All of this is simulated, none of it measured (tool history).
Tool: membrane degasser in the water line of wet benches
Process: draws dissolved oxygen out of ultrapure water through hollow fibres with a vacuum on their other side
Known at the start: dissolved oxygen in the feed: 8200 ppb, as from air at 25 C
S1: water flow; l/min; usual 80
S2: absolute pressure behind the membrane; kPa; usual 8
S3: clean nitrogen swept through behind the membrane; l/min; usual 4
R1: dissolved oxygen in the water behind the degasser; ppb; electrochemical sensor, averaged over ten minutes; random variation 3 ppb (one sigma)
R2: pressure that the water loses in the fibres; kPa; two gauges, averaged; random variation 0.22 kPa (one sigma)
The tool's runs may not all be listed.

| run | hour | S1 | S2 | S3 | R1 | R2 |
|---|---|---|---|---|---|---|
| 1 | 0 | 80 | 8 | 4 | 295.5 | 51.85 |
| 2 | 35.6 | 80 | 8 | 5.5 | 252.1 | 52.34 |
| 3 | 72.2 | 80 | 8 | 5.4 | 257.8 | 52.01 |
| 4 | 122.6 | 100 | 8 | 5.4 | 334.1 | 65.46 |
| 5 | 167.5 | 80 | 8 | 4 | 296.8 | 52.1 |
| 6 | 215 | 80 | 8 | 4 | 301.5 | 52.01 |
| 7 | 282.3 | 80 | 8 | 4 | 298 | 52.2 |
| 8 | 324.3 | 80 | 8 | 4 | 311.7 | 52.41 |
| 9 | 352.9 | 80 | 8 | 4 | 304.6 | 52.93 |
| 10 | 382.2 | 80 | 8 | 4 | 312.9 | 52.41 |
| 11 | 418.5 | 80 | 8 | 4 | 303.5 | 52.43 |
| 12 | 480.4 | 80 | 8 | 4 | 306.3 | 52.3 |
| 13 | 512.1 | 80 | 8 | 4 | 303.5 | 52.55 |
| 14 | 540.9 | 80 | 8 | 4 | 300.4 | 52.34 |
| 15 | 610 | 81 | 8 | 4 | 307.7 | 53.3 |
| 16 | 658.8 | 81 | 8 | 4 | 314.4 | 53.11 |
| 17 | 722.9 | 70 | 8 | 11.56 | 145.2 | 46.18 |
| 18 | 780.7 | 61 | 5.21 | 9.48 | 91.4 | 40.04 |
| 19 | 847.5 | 61 | 4.88 | 9.48 | 86.1 | 40.07 |
| 20 | 895.7 | 126 | 5.78 | 6.25 | 334.9 | 82.31 |
| 21 | 964.8 | 103 | 18 | 2.83 | 1103.5 | 67.88 |
| 22 | 1013.6 | 103 | 18 | 2.83 | 1095.9 | 68.16 |
| 23 | 1047 | 88 | 13.67 | 7.66 | 393.1 | 57.78 |
| 24 | 1077.8 | 75 | 8 | 7.21 | 207.7 | 49.17 |
| 25 | 1143.3 | 67 | 9.75 | 1.98 | 502.6 | 43.89 |
| 26 | 1205.7 | 88 | 8 | 4 | 350.1 | 58.16 |
| 27 | 1271.7 | 59 | 16.37 | 9.89 | 241.2 | 38.59 |
| 28 | 1309.5 | 59 | 15.38 | 9.89 | 223.9 | 38.82 |
| 29 | 1349.4 | 58 | 4.81 | 2.2 | 142.6 | 38.32 |
| 30 | 1391.9 | 58 | 4.81 | 2.2 | 143.4 | 38.24 |
| 31 | 1427.8 | 80 | 4.88 | 1.75 | 244.7 | 52.97 |
| 32 | 1482.1 | 80 | 9.95 | 4 | 389.3 | 53 |

Taken out of this log: 2 entries between the listed runs. Where each belongs, and how the hidden state differs across it:
Between runs 20 and 21: vacuum gauge calibrated (hour 901.2)
  membrane still open, %: 98.4 -> 98.3; true pressure behind the membrane over the reading, kPa: 0.03 -> 0.05; air that leaks in behind the membrane, l/min: 0.0079 -> 0.0081
  measured less the result without the state, R1: +13.9 -> +11.6 ppb; R2: +1.32 -> +1.14 kPa
Between runs 26 and 27: vacuum gauge calibrated, once more (hour 1262)
  membrane still open, %: 98.1 -> 98; true pressure behind the membrane over the reading, kPa: 0.06 -> -0.05; air that leaks in behind the membrane, l/min: 0.0089 -> 0.0091
  measured less the result without the state, R1: +12.4 -> +5.2 ppb; R2: +1.13 -> +0.78 kPa
